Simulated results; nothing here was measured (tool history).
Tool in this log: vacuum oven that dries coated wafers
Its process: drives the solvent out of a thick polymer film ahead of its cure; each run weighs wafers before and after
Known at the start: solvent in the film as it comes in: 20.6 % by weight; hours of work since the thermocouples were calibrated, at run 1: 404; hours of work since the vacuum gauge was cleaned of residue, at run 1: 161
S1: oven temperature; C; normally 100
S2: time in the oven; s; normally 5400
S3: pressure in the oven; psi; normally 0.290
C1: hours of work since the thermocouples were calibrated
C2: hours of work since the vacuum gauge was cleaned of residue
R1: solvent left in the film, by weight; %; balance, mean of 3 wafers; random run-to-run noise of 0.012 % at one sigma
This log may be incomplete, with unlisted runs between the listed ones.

run,hour,S1,S2,S3,C1,C2,R1
1,0.0,100,5400,0.290,404,161,1.90
2,12.2,100,5400,0.290,409,167,1.89
3,24.9,100,5400,0.290,415,172,1.91
4,30.8,100,3600,0.290,417,175,3.48
5,40.5,100,3540,0.290,422,179,3.51
6,49.4,100,3540,0.290,425,183,3.53
7,59.1,104,6660,0.421,430,187,1.33
8,69.1,104,6660,0.421,434,191,1.31
9,77.3,98,9660,0.162,438,195,0.72
10,88.8,100,3900,0.232,443,200,2.96
11,96.3,96,3060,0.883,446,203,6.92

Branching from run 11: 5 alternative next runs. What would each branch give?
A,106.7,86,5400,0.883,450,207,?
B,106.7,93,4260,0.290,450,207,?
C,106.7,97,5400,0.290,450,207,?
D,106.7,109,4020,0.290,450,207,?
E,106.7,86,7140,0.290,450,207,?

run,R1
A,7.70
B,4.58
C,2.46
D,1.33
E,4.06
The same runs, with their run-to-run variation unchanged, on a tool lacking any hidden condition would have given:
run,R1
A,7.86
B,4.71
C,2.55
D,1.37
E,4.17
